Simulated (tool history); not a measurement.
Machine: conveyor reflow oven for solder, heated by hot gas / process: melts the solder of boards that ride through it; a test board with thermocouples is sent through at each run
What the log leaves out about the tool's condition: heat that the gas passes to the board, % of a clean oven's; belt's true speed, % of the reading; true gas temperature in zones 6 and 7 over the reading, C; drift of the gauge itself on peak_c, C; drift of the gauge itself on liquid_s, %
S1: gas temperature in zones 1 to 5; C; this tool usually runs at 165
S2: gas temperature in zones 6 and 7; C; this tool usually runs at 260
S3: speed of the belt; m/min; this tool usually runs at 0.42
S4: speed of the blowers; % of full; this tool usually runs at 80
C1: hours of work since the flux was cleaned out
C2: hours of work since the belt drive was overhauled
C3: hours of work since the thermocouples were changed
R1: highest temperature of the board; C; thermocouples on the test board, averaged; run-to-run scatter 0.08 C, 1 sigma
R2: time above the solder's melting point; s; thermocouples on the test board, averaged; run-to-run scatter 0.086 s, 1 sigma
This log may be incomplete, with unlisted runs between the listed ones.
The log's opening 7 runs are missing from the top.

Run 8, hour 146.5: usual settings but S3 0.481 m/min; C1 232; C2 266; C3 353. Result: R1 242.09 C, R2 52.44 s.
Run 9, hour 165.8: usual settings but S3 0.481 m/min; C1 240; C2 274; C3 361. Result: R1 242.17 C, R2 52.47 s.
Run 10, hour 187.2: usual settings but S3 0.481 m/min; C1 250; C2 283; C3 370. Result: R1 242.31 C, R2 52.41 s.
Run 11, hour 201: usual settings but S3 0.481 m/min; C1 256; C2 289; C3 376. Result: R1 242.22 C, R2 52.41 s.
Run 12, hour 230.7: usual settings but S3 0.481 m/min; C1 268; C2 302; C3 389. Result: R1 242.14 C, R2 52.36 s.
Run 13, hour 257.4: usual settings but S3 0.481 m/min; C1 280; C2 314; C3 401. Result: R1 242.14 C, R2 52.34 s.
Run 14, hour 269.6: usual settings but S3 0.481 m/min; C1 285; C2 319; C3 406. Result: R1 242.23 C, R2 52.25 s.
Run 15, hour 283.1: usual settings but S1 160 C; C1 291; C2 325; C3 412. Result: R1 245.26 C, R2 63.86 s.
Run 16, hour 302.1: usual settings but S1 160 C; C1 299; C2 333; C3 420. Result: R1 245.2 C, R2 63.7 s.
Run 17, hour 330.8: usual settings but S1 155 C, S2 250 C, S3 0.481 m/min, S4 68 % of full; C1 312; C2 346; C3 432. Result: R1 229.11 C, R2 29.56 s.
Run 18, hour 356.2: usual settings but S1 158 C, S2 250 C, S3 0.471 m/min; C1 323; C2 357; C3 443. Result: R1 232.62 C, R2 38.73 s.
At hour 382.4: flux residue cleaned out of gas plates and filters.
Run 19, hour 389.5: usual settings but S1 160 C, S2 265 C; C1 3; C2 369; C3 456. Result: R1 250.87 C, R2 70.13 s.
Run 20, hour 412.1: usual settings but S1 162 C, S2 251 C, S3 0.441 m/min; C1 13; C2 379; C3 466. Result: R1 237.38 C, R2 52 s.
Run 21, hour 426.3: usual settings but S1 171 C, S2 269 C, S3 0.45 m/min, S4 50 % of full; C1 19; C2 385; C3 472. Result: R1 246.79 C, R2 62.18 s.
Run 22, hour 446.1: usual settings but S1 160 C, S2 255 C, S3 0.355 m/min, S4 50 % of full; C1 28; C2 393; C3 480. Result: R1 240.36 C, R2 68.55 s.
Run 23, hour 464.5: usual settings but S3 0.413 m/min; C1 36; C2 401; C3 488. Result: R1 247.33 C, R2 70.05 s.
Run 24, hour 486.6: usual settings but S3 0.413 m/min; C1 45; C2 411; C3 498. Result: R1 247.31 C, R2 69.96 s.
Run 25, hour 498.7: usual settings but S3 0.413 m/min; C1 50; C2 416; C3 503. Result: R1 247.14 C, R2 70.14 s.
Run 26, hour 526.6: usual settings but S3 0.413 m/min; C1 63; C2 428; C3 515. Result: R1 247.18 C, R2 69.95 s.
Run 27, hour 542.8: usual settings but S3 0.413 m/min; C1 70; C2 435; C3 522. Result: R1 247.09 C, R2 70.04 s.
Run 28, hour 563: usual settings but S1 170 C, S3 0.375 m/min, S4 52 % of full; C1 78; C2 444; C3 531. Result: R1 245.15 C, R2 75.42 s.
Run 29, hour 581.5: usual settings but S1 170 C, S3 0.35 m/min, S4 89 % of full; C1 86; C2 452; C3 539. Result: R1 252.26 C, R2 94.37 s.
Run 30, hour 607.4: usual settings but S1 161 C, S2 266 C, S3 0.35 m/min, S4 89 % of full; C1 98; C2 463; C3 550. Result: R1 257.13 C, R2 94.28 s.
Run 31, hour 637: usual settings but S1 170 C, S2 275 C, S3 0.35 m/min, S4 89 % of full; C1 110; C2 476; C3 563. Result: R1 266.32 C, R2 104.78 s.

Alternative continuations, all from the tool just after run 31; predict every row:
Run A, hour 657.3: usual settings but S1 177 C, S2 252 C, S3 0.43 m/min, S4 89 % of full; C1 119; C2 485; C3 572. Result: R1 ?, R2 ?.
Run B, hour 657.3: usual settings but S2 268 C, S4 74 % of full; C1 119; C2 485; C3 572. Result: R1 ?, R2 ?.
Run C, hour 657.3: usual settings but S2 266 C, S3 0.463 m/min, S4 60 % of full; C1 119; C2 485; C3 572. Result: R1 ?, R2 ?.

run      R1     R2
  A  241.43  67.18
  B  252.77  73.23
  C  244.42  56.27
Stripped of hidden state, with their random variation kept, the same runs would have yielded:
run      R1     R2
  A  242.74  67.92
  B  254.05  73.52
  C  245.58  56.87
